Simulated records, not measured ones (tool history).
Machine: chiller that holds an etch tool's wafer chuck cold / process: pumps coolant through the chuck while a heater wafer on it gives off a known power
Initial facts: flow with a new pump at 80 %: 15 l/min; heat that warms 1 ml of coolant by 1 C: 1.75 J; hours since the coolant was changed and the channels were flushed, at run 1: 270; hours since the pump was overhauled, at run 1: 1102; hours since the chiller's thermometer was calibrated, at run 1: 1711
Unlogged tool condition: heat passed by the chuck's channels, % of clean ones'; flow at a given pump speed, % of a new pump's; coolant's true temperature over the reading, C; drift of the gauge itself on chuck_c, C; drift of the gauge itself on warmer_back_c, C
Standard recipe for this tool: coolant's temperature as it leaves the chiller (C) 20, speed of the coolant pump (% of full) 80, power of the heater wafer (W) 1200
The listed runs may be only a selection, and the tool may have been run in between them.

run,day,coolant's temperature as it leaves the chiller (C),speed of the coolant pump (% of full),power of the heater wafer (W),hours since the coolant was changed and the channels were flushed,hours since the pump was overhauled,hours since the chiller's thermometer was calibrated,chuck's temperature once it has settled (C),how much warmer the coolant comes back (C)
1,0.000,20,80,1200,270,1102,1711,28.4,2.83
2,1.233,20,80,1200,299,1131,1740,28.7,2.77
3,1.975,20,80,793,317,1149,1758,25.9,1.88
4,2.988,20,86,1200,341,1173,1782,28.4,2.70
5,3.938,20,80,1200,364,1196,1805,28.6,2.81
6,5.283,20,80,1200,396,1228,1838,28.7,2.85
7,5.912,20,65,1200,412,1243,1853,29.8,3.51
8,7.183,20,65,1200,442,1274,1883,29.9,3.51
9,8.600,20,65,1200,476,1308,1917,30.0,3.51
10,9.562,20,89,1200,499,1331,1940,28.1,2.60
11,10.229,20,89,1200,515,1347,1956,28.1,2.55
12,11.367,20,65,1200,542,1374,1984,29.9,3.51
13,12.104,20,65,1200,560,1392,2001,29.9,3.52
14,13.238,20,80,702,587,1419,2028,25.3,1.68
15,14.067,20,80,702,607,1439,2048,25.2,1.69
16,15.246,25,80,1200,636,1467,2077,33.9,2.84

Expected results for the next run?
17,16.017,27,95,1013,654,1486,2095,?,?

chuck's temperature once it has settled (C): 33.8
how much warmer the coolant comes back (C): 2.05
Were there no unlogged condition in the tool, this run, its random variation unchanged, would have produced chuck's temperature once it has settled (C) 33.2, how much warmer the coolant comes back (C) 1.97.
